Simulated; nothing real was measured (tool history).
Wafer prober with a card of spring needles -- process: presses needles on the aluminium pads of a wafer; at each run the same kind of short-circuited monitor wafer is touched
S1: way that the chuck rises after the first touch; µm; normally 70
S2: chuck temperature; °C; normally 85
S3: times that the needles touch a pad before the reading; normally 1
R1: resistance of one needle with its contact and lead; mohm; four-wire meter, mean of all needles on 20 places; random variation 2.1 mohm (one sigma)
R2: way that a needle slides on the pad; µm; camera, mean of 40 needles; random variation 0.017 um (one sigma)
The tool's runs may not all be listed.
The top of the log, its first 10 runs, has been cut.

{"day": 9.571, "done": "tips cleaned on abrasive film"}
{"run": 11, "day": 10.258, "S1": 64, "S2": 85, "S3": 1, "R1": 391, "R2": 11.42}
{"day": 10.471, "done": "tips cleaned on abrasive film"}
{"day": 11.396, "done": "tips cleaned on abrasive film"}
{"run": 12, "day": 11.425, "S1": 64, "S2": 85, "S3": 1, "R1": 270, "R2": 11.4}
{"day": 12.4, "done": "tips cleaned on abrasive film"}
{"run": 13, "day": 12.938, "S1": 63, "S2": 85, "S3": 1, "R1": 392, "R2": 11.2}
{"day": 13.367, "done": "tips cleaned on abrasive film"}
{"run": 14, "day": 13.842, "S1": 70, "S2": 85, "S3": 1, "R1": 356, "R2": 12.48}
{"day": 14.292, "done": "tips cleaned on abrasive film"}
{"run": 15, "day": 14.717, "S1": 70, "S2": 85, "S3": 1, "R1": 350, "R2": 12.44}
{"day": 15.275, "done": "tips cleaned on abrasive film"}
{"run": 16, "day": 15.433, "S1": 70, "S2": 85, "S3": 1, "R1": 305, "R2": 12.43}
{"day": 16.2, "done": "tips cleaned on abrasive film"}
{"run": 17, "day": 16.725, "S1": 68, "S2": 38, "S3": 2, "R1": 305, "R2": 12.06}
{"day": 17.112, "done": "tips cleaned on abrasive film"}
{"run": 18, "day": 17.425, "S1": 68, "S2": 38, "S3": 2, "R1": 294, "R2": 12.03}
{"day": 18.058, "done": "tips cleaned on abrasive film"}
{"run": 19, "day": 18.733, "S1": 75, "S2": 85, "S3": 2, "R1": 314, "R2": 13.29}
{"day": 19.025, "done": "tips cleaned on abrasive film"}
{"run": 20, "day": 19.792, "S1": 64, "S2": 30, "S3": 1, "R1": 413, "R2": 11.27}
{"day": 19.929, "done": "tips cleaned on abrasive film"}
{"day": 20.867, "done": "tips cleaned on abrasive film"}
{"run": 21, "day": 20.867, "S1": 60, "S2": 26, "S3": 3, "R1": 235, "R2": 10.55}
{"run": 22, "day": 21.662, "S1": 68, "S2": 85, "S3": 1, "R1": 385, "R2": 11.98}
{"day": 21.846, "done": "tips cleaned on abrasive film"}
{"day": 22.8, "done": "tips cleaned on abrasive film"}
{"run": 23, "day": 23.108, "S1": 78, "S2": 112, "S3": 1, "R1": 314, "R2": 13.77}
{"day": 23.479, "done": "height of the first contact set anew"}
{"day": 23.829, "done": "tips cleaned on abrasive film"}
{"run": 24, "day": 23.996, "S1": 70, "S2": 85, "S3": 1, "R1": 306, "R2": 12.54}
{"day": 24.775, "done": "tips cleaned on abrasive film"}
{"run": 25, "day": 25.342, "S1": 70, "S2": 85, "S3": 1, "R1": 359, "R2": 12.53}
{"day": 25.762, "done": "tips cleaned on abrasive film"}
{"run": 26, "day": 26.442, "S1": 64, "S2": 25, "S3": 2, "R1": 323, "R2": 11.46}
{"day": 26.717, "done": "tips cleaned on abrasive film"}
{"run": 27, "day": 27.588, "S1": 70, "S2": 47, "S3": 2, "R1": 326, "R2": 12.51}
{"day": 27.725, "done": "tips cleaned on abrasive film"}
{"run": 28, "day": 28.612, "S1": 70, "S2": 47, "S3": 2, "R1": 324, "R2": 12.46}
{"day": 28.712, "done": "tips cleaned on abrasive film"}
{"day": 29.658, "done": "tips cleaned on abrasive film"}
{"run": 29, "day": 30.083, "S1": 55, "S2": 85, "S3": 1, "R1": 423, "R2": 9.77}
{"day": 30.625, "done": "tips cleaned on abrasive film"}
{"run": 30, "day": 31.258, "S1": 88, "S2": 86, "S3": 1, "R1": 324, "R2": 15.66}

Run 31 is up next; what results do you expect?
{"day": 31.654, "done": "tips cleaned on abrasive film"}
{"run": 31, "day": 32.392, "S1": 88, "S2": 86, "S3": 1, "R1": "?", "R2": "?"}

Logged for run 31: R1 331 mohm, R2 15.66 µm.
Had the tool carried no hidden state, the very same run would have given R1 233 mohm, R2 15.80 µm.
